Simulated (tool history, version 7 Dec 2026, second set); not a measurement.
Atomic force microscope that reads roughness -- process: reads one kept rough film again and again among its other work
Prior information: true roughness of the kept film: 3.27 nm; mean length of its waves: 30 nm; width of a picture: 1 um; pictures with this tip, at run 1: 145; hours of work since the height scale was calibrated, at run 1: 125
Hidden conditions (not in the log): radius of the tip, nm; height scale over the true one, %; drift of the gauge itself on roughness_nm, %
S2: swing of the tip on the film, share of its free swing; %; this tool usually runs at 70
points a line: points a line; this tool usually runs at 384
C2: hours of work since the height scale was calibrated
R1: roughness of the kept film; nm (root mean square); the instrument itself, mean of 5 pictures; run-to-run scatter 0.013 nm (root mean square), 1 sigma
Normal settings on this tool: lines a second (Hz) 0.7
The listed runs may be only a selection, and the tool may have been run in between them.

Run 1, day 0: usual settings; pictures with this tip 145; C2 125. Result: R1 2.393 nm (root mean square).
At day 0.158: new tip fitted.
Run 2, day 0.983: usual settings; pictures with this tip 28; C2 144. Result: R1 2.842 nm (root mean square).
Run 3, day 2.083: usual settings; pictures with this tip 65; C2 164. Result: R1 2.674 nm (root mean square).
Run 4, day 3.579: usual settings; pictures with this tip 115; C2 193. Result: R1 2.487 nm (root mean square).
At day 4.558: new tip fitted.
Run 5, day 4.696: usual settings; pictures with this tip 4; C2 213. Result: R1 2.93 nm (root mean square).
Run 6, day 5.762: usual settings but lines a second (Hz) 2.147; pictures with this tip 40; C2 233. Result: R1 2.719 nm (root mean square).
Run 7, day 7.317: usual settings but lines a second (Hz) 2.147; pictures with this tip 93; C2 263. Result: R1 2.519 nm (root mean square).
Run 8, day 8.262: usual settings but lines a second (Hz) 2.147; pictures with this tip 125; C2 281. Result: R1 2.401 nm (root mean square).
At day 8.996: new tip fitted.
Run 9, day 9.046: usual settings but lines a second (Hz) 2.147; pictures with this tip 1; C2 295. Result: R1 2.921 nm (root mean square).
Run 10, day 10.204: usual settings but lines a second (Hz) 2.147; pictures with this tip 40; C2 317. Result: R1 2.728 nm (root mean square).
Run 11, day 11.821: usual settings but lines a second (Hz) 3.625; pictures with this tip 95; C2 347. Result: R1 2.474 nm (root mean square).
Run 12, day 12.562: usual settings but lines a second (Hz) 3.625; pictures with this tip 120; C2 361. Result: R1 2.365 nm (root mean square).
At day 13.388: new tip fitted.
Run 13, day 13.812: usual settings but lines a second (Hz) 3.625; pictures with this tip 14; C2 385. Result: R1 2.755 nm (root mean square).
Run 14, day 14.533: usual settings but lines a second (Hz) 3.625; pictures with this tip 39; C2 398. Result: R1 2.678 nm (root mean square).
Run 15, day 15.675: usual settings; pictures with this tip 77; C2 420. Result: R1 2.635 nm (root mean square).
Run 16, day 17.129: usual settings but S2 65 %; pictures with this tip 126; C2 447. Result: R1 2.481 nm (root mean square).
At day 17.796: new tip fitted.
Run 17, day 18.442: usual settings; pictures with this tip 22; C2 471. Result: R1 2.878 nm (root mean square).
Run 18, day 20.033: usual settings; pictures with this tip 75; C2 501. Result: R1 2.648 nm (root mean square).
Run 19, day 20.929: usual settings; pictures with this tip 106; C2 518. Result: R1 2.526 nm (root mean square).
At day 22.188: new tip fitted.
Run 20, day 22.188: usual settings; pictures with this tip 0; C2 542. Result: R1 2.983 nm (root mean square).
Run 21, day 23.588: usual settings; pictures with this tip 48; C2 568. Result: R1 2.737 nm (root mean square).
Run 22, day 25.233: usual settings; pictures with this tip 103; C2 599. Result: R1 2.523 nm (root mean square).
Run 23, day 26.004: usual settings but points a line 722; pictures with this tip 129; C2 614. Result: R1 2.457 nm (root mean square).
At day 26.633: new tip fitted.
Run 24, day 27.1: usual settings but points a line 722; pictures with this tip 16; C2 634. Result: R1 2.9 nm (root mean square).
Run 25, day 28.358: usual settings but lines a second (Hz) 0.565, points a line 722; pictures with this tip 58; C2 658. Result: R1 2.714 nm (root mean square).
Run 26, day 29.904: usual settings but lines a second (Hz) 0.565, points a line 722; pictures with this tip 110; C2 687. Result: R1 2.548 nm (root mean square).
At day 31.071: new tip fitted.
Run 27, day 31.2: usual settings; pictures with this tip 4; C2 711. Result: R1 2.95 nm (root mean square).
Run 28, day 32.446: usual settings but points a line 305; pictures with this tip 46; C2 735. Result: R1 2.744 nm (root mean square).
Run 29, day 33.417: usual settings but points a line 305; pictures with this tip 79; C2 753. Result: R1 2.594 nm (root mean square).
Run 30, day 34.129: usual settings but lines a second (Hz) 2.446, S2 56 %, points a line 895; pictures with this tip 103; C2 766. Result: R1 2.511 nm (root mean square).
Run 31, day 35.267: usual settings but lines a second (Hz) 3.565, S2 66 %, points a line 785; pictures with this tip 141; C2 788. Result: R1 2.316 nm (root mean square).
At day 35.538: new tip fitted.
Run 32, day 36.058: usual settings but lines a second (Hz) 3.565, S2 66 %, points a line 785; pictures with this tip 17; C2 802. Result: R1 2.798 nm (root mean square).
Run 33, day 36.925: usual settings but lines a second (Hz) 1.111, S2 58 %, points a line 593; pictures with this tip 46; C2 819. Result: R1 2.807 nm (root mean square).
Run 34, day 38.146: usual settings but lines a second (Hz) 0.603, points a line 773; pictures with this tip 88; C2 842. Result: R1 2.641 nm (root mean square).
Run 35, day 39.467: usual settings but lines a second (Hz) 0.603, points a line 773; pictures with this tip 132; C2 867. Result: R1 2.454 nm (root mean square).
At day 40.017: new tip fitted.
Run 36, day 40.783: usual settings but lines a second (Hz) 0.603, points a line 773; pictures with this tip 26; C2 891. Result: R1 2.851 nm (root mean square).
Run 37, day 41.821: usual settings but lines a second (Hz) 1.438, points a line 773; pictures with this tip 61; C2 911. Result: R1 2.653 nm (root mean square).
Run 38, day 43.208: usual settings but points a line 548; pictures with this tip 108; C2 937. Result: R1 2.503 nm (root mean square).
Run 39, day 43.938: usual settings but lines a second (Hz) 0.83, S2 86 %; pictures with this tip 132; C2 951. Result: R1 2.362 nm (root mean square).
At day 44.45: new tip fitted.
Run 40, day 45.075: usual settings but lines a second (Hz) 3.112, S2 57 %, points a line 575; pictures with this tip 21; C2 972. Result: R1 2.829 nm (root mean square).
Run 41, day 46.338: usual settings but lines a second (Hz) 3.112, S2 57 %, points a line 575; pictures with this tip 64; C2 996. Result: R1 2.671 nm (root mean square).
Run 42, day 47.579: usual settings but lines a second (Hz) 2.573, S2 69 %, points a line 906; pictures with this tip 105; C2 1019. Result: R1 2.466 nm (root mean square).
At day 48.862: new tip fitted.
Run 43, day 49.196: usual settings but lines a second (Hz) 1.277, points a line 358; pictures with this tip 11; C2 1049. Result: R1 2.873 nm (root mean square).
Run 44, day 50.325: usual settings but lines a second (Hz) 3.642; pictures with this tip 49; C2 1070. Result: R1 2.566 nm (root mean square).
Run 45, day 51.95: usual settings but lines a second (Hz) 3.52, points a line 404; pictures with this tip 104; C2 1101. Result: R1 2.38 nm (root mean square).
At day 53.3: new tip fitted.
Run 46, day 53.588: usual settings but lines a second (Hz) 3.52, S2 60 %, points a line 496; pictures with this tip 10; C2 1132. Result: R1 2.877 nm (root mean square).
Run 47, day 54.958: usual settings but lines a second (Hz) 3.21, S2 57 %; pictures with this tip 56; C2 1158. Result: R1 2.684 nm (root mean square).
Run 48, day 56.529: usual settings but lines a second (Hz) 1.331, points a line 423; pictures with this tip 109; C2 1187. Result: R1 2.516 nm (root mean square).
Run 49, day 57.346: usual settings but lines a second (Hz) 1.331, points a line 423; pictures with this tip 136; C2 1203. Result: R1 2.398 nm (root mean square).
At day 57.742: new tip fitted.
Run 50, day 58.588: usual settings but lines a second (Hz) 2.364, points a line 595; pictures with this tip 29; C2 1226. Result: R1 2.752 nm (root mean square).
Run 51, day 60.15: usual settings but lines a second (Hz) 3.642, S2 90 %, points a line 522; pictures with this tip 81; C2 1255. Result: R1 2.237 nm (root mean square).
Run 52, day 60.975: usual settings but lines a second (Hz) 3.642, S2 90 %, points a line 522; pictures with this tip 109; C2 1271. Result: R1 2.159 nm (root mean square).
Run 53, day 61.7: usual settings but lines a second (Hz) 0.941; pictures with this tip 134; C2 1284. Result: R1 2.435 nm (root mean square).

Below are 3 alternative next runs, each starting from the tool's condition after run 53. Predict each:
At day 62.171: new tip fitted.
Run A, day 63.046: usual settings but S2 81 %; pictures with this tip 29; C2 1309. Result: R1 ?.
At day 62.171: new tip fitted.
Run B, day 63.046: usual settings but lines a second (Hz) 0.941, points a line 922; pictures with this tip 29; C2 1309. Result: R1 ?.
At day 62.171: new tip fitted.
Run C, day 63.046: usual settings but lines a second (Hz) 3.573; pictures with this tip 29; C2 1309. Result: R1 ?.

run     R1
  A  2.804
  B  2.827
  C  2.672
Without the tool's hidden state the same runs would have given:
run     R1
  A  2.968
  B  2.993
  C  2.829
